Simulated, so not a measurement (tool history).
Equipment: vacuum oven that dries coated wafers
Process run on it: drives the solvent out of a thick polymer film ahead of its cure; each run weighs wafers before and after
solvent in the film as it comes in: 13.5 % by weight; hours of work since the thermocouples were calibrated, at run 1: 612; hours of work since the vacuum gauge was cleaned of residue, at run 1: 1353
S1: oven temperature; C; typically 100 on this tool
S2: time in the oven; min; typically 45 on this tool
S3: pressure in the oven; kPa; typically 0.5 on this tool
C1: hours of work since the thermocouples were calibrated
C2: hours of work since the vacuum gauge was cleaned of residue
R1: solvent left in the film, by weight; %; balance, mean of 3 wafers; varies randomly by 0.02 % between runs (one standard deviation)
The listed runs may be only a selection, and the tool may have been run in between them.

run   hour   S1  S2     S3    C1    C2    R1
  1      0  100  45    0.5   612  1353  2.04
  2   69.3  100  45    0.5   647  1388  1.98
  3  120.4  100  45    0.5   672  1414  2.02
  4    180   94  45    0.5   703  1444  2.83
  5  223.8   94  45    0.5   725  1466  2.85
  6  268.5   94  45    0.5   747  1489  2.84
  7  340.9   94  45    0.5   784  1525  2.83
  8  408.4  100  45  0.728   818  1559  2.08
  9  442.5  100  45  0.728   835  1576  2.08
 10  475.1  100  45  0.437   852  1593  1.97
 11    517  100  45  0.437   873  1614     2
 12  582.8  100  45  0.437   906  1647  1.97
 13  616.4  100  45  0.437   923  1664  2.02
 14  648.6  110  75  0.279   939  1681  0.27
 15  681.7  107  45  1.619   956  1697  1.55
 16  741.6  107  45  1.619   986  1728  1.56
 17  788.9  103  62  1.619  1010  1752  1.22
 18  829.3  103  45    0.5  1031  1772  1.62
 19  876.3  103  45    0.5  1055  1796  1.62
 20    906  103  45    0.5  1070  1811  1.67

5 options for the next run, each taken on its own from the tool as it stands now. Forecast them:
  A  939.3  102  50  1.302  1086  1828   ?
  B  939.3   99  43  0.396  1086  1828   ?
  C  939.3   92  45    0.5  1086  1828   ?
  D  939.3  100  45    0.5  1086  1828   ?
  E  939.3  103  59   1.55  1086  1828   ?

run    R1
  A  1.76
  B  2.25
  C  3.15
  D  1.99
  E  1.31
Without the tool's hidden state the same runs would have given:
run    R1
  A  1.76
  B  2.26
  C  3.15
  D  1.99
  E  1.31
